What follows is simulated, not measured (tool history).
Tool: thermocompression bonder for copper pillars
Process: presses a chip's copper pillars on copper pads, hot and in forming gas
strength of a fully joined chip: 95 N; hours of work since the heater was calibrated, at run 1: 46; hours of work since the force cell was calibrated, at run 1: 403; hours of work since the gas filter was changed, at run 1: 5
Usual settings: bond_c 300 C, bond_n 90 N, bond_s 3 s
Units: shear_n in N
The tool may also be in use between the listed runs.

run	day	bond_c	bond_n	bond_s	hours of work since the heater was calibrated	hours of work since the force cell was calibrated	hours of work since the gas filter was changed	shear_n
1	0	300	90	3	46	403	5	36
2	1.779	300	90	3	70	426	28	36.2
3	2.788	300	91	3	83	439	42	36.1
4	4.621	300	90	3	107	463	66	35.4
5	5.671	300	90	3	121	477	80	35.7
6	6.817	300	123	3	136	492	95	42
7	8.975	300	123	3	164	521	123	41.5
8	10.038	300	123	3	178	535	137	41.2
9	11.875	300	123	3	202	559	161	41.3
10	13.329	300	132	3	222	578	180	42.3
11	14.533	300	124	3	237	594	196	41.3
12	16.333	300	59	3	261	617	220	27.3
13	18.358	300	59	3	288	644	246	27.5
14	20.083	300	59	2	310	666	269	22.8
15	21.167	300	59	2	324	681	283	22.7
16	22.167	300	59	2	338	694	296	22.7
17	23.971	300	59	2	361	718	320	22.5
18	25.458	300	59	2	381	737	339	22.7
19	27.521	283	90	3	408	764	367	27.5
20	28.733	300	90	3	424	780	382	33.9
# day 29.425: forming gas filter changed
21	29.808	300	90	3	438	794	5	34.3
22	31.292	290	90	3	457	813	24	30.8
23	33.362	311	105	8	484	841	52	57.7
24	34.292	311	105	8	497	853	64	57.5
25	36.433	311	105	8	525	881	92	57.5
26	37.492	305	81	2	539	895	106	28.6
27	38.888	281	81	8	557	913	124	37.5
28	40.575	281	81	8	579	935	146	37.4
29	42.033	320	81	5	598	955	166	46.8
30	44.225	325	100	3	627	983	194	45.1
31	45.996	325	100	3	650	1007	218	45.2
32	47.225	315	76	3	666	1023	234	35.3
33	49.346	315	64	2	694	1051	262	27.1
34	50.662	315	64	2	712	1068	279	27
35	52.738	307	82	4	739	1095	306	37.5
36	54.021	282	81	3	756	1112	323	24.7
37	54.967	282	81	3	768	1124	335	24.6
# day 55.683: heater calibrated with a thermocouple chip
38	56.275	282	81	3	8	1140	352	26.4
39	58.192	284	105	2	33	1166	377	26.6
40	59.142	284	105	2	45	1178	389	26.4
# day 59.362: forming gas filter changed
41	60.842	287	90	2	67	1200	19	25.7

Forecast each of these 3 alternatives for the next run:
# day 61.879: force cell calibrated
A	62.221	290	66	5	85	4	37	?
# day 61.879: force cell calibrated
B	62.221	326	61	2	85	4	37	?
# day 61.879: force cell calibrated
C	62.221	293	131	6	85	4	37	?

run	shear_n
A	34
B	33.1
C	52.6
Without the tool's hidden state the same runs would have given:
run	shear_n
A	34.1
B	33.1
C	52.7
